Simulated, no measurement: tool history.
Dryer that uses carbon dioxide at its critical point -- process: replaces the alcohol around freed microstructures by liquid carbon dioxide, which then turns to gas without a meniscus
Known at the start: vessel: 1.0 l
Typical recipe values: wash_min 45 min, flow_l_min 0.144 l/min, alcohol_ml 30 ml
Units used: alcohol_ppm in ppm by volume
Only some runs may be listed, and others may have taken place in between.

| run | hour | wash_min | flow_l_min | alcohol_ml | alcohol_ppm |
|---|---|---|---|---|---|
| 1 | 0.0 | 45 | 0.144 | 30 | 132 |
| 2 | 22.1 | 45 | 0.144 | 30 | 148 |
| 3 | 44.8 | 45 | 0.142 | 30 | 159 |
| 4 | 59.0 | 33 | 0.144 | 30 | 489 |
| 5 | 71.8 | 33 | 0.144 | 30 | 478 |
| 6 | 84.9 | 33 | 0.144 | 30 | 488 |
| 7 | 103.3 | 33 | 0.144 | 30 | 511 |
|  | 114.5 | inlet filter changed |
| 8 | 127.6 | 33 | 0.144 | 30 | 325 |
| 9 | 143.8 | 33 | 0.144 | 30 | 322 |
| 10 | 157.1 | 40 | 0.144 | 30 | 162 |
| 11 | 171.1 | 40 | 0.104 | 30 | 592 |
| 12 | 182.8 | 40 | 0.104 | 25 | 514 |
| 13 | 206.2 | 40 | 0.104 | 25 | 510 |
| 14 | 224.0 | 45 | 0.144 | 30 | 120 |
| 15 | 238.8 | 45 | 0.144 | 27 | 116 |
| 16 | 257.1 | 45 | 0.144 | 27 | 124 |
| 17 | 272.4 | 45 | 0.144 | 27 | 116 |
| 18 | 292.5 | 45 | 0.144 | 27 | 112 |
| 19 | 303.2 | 45 | 0.144 | 30 | 122 |
| 20 | 325.5 | 45 | 0.144 | 30 | 133 |
| 21 | 338.9 | 45 | 0.144 | 30 | 137 |
| 22 | 360.1 | 45 | 0.228 | 30 | 83 |
| 23 | 374.6 | 45 | 0.228 | 30 | 86 |
| 24 | 398.0 | 57 | 0.103 | 49 | 284 |
| 25 | 419.0 | 45 | 0.089 | 114 | 2987 |
| 26 | 430.2 | 69 | 0.132 | 22 | 100 |
| 27 | 443.4 | 45 | 0.144 | 94 | 289 |
| 28 | 464.8 | 45 | 0.129 | 99 | 516 |
| 29 | 474.8 | 45 | 0.129 | 99 | 524 |
| 30 | 486.8 | 38 | 0.094 | 78 | 3010 |
| 31 | 501.6 | 45 | 0.167 | 57 | 138 |
| 32 | 516.5 | 45 | 0.167 | 57 | 144 |
| 33 | 531.1 | 44 | 0.165 | 57 | 153 |
| 34 | 541.1 | 44 | 0.165 | 90 | 201 |
| 35 | 554.5 | 28 | 0.179 | 26 | 329 |
| 36 | 565.5 | 28 | 0.179 | 26 | 321 |
| 37 | 585.5 | 44 | 0.086 | 30 | 1117 |
| 38 | 599.7 | 35 | 0.128 | 63 | 1098 |
| 39 | 621.7 | 43 | 0.154 | 118 | 356 |
| 40 | 636.8 | 45 | 0.125 | 21 | 241 |
| 41 | 649.3 | 45 | 0.125 | 21 | 239 |
| 42 | 666.8 | 35 | 0.141 | 51 | 669 |
| 43 | 688.8 | 27 | 0.144 | 30 | 992 |
| 44 | 704.3 | 39 | 0.146 | 21 | 241 |
| 45 | 726.3 | 39 | 0.146 | 21 | 241 |
| 46 | 741.1 | 31 | 0.199 | 31 | 224 |

What would each run have given without the hidden state, its run-to-run variation left as it was?
What the log doesn't record here: flow that reaches the vessel past the clogged filter, %; alcohol in the recycled carbon dioxide, ppm; drift of the gauge itself on alcohol_ppm, %.
| run | alcohol_ppm |
|---|---|
| 1 | 54 |
| 2 | 64 |
| 3 | 66 |
| 4 | 270 |
| 5 | 258 |
| 6 | 266 |
| 7 | 275 |
| 8 | 270 |
| 9 | 263 |
| 10 | 102 |
| 11 | 518 |
| 12 | 440 |
| 13 | 427 |
| 14 | 52 |
| 15 | 48 |
| 16 | 52 |
| 17 | 39 |
| 18 | 34 |
| 19 | 42 |
| 20 | 48 |
| 21 | 51 |
| 22 | 3 |
| 23 | 5 |
| 24 | 161 |
| 25 | 2457 |
| 26 | 11 |
| 27 | 147 |
| 28 | 321 |
| 29 | 326 |
| 30 | 2430 |
| 31 | 30 |
| 32 | 32 |
| 33 | 35 |
| 34 | 67 |
| 35 | 167 |
| 36 | 159 |
| 37 | 795 |
| 38 | 733 |
| 39 | 155 |
| 40 | 86 |
| 41 | 86 |
| 42 | 378 |
| 43 | 639 |
| 44 | 76 |
| 45 | 78 |
| 46 | 61 |
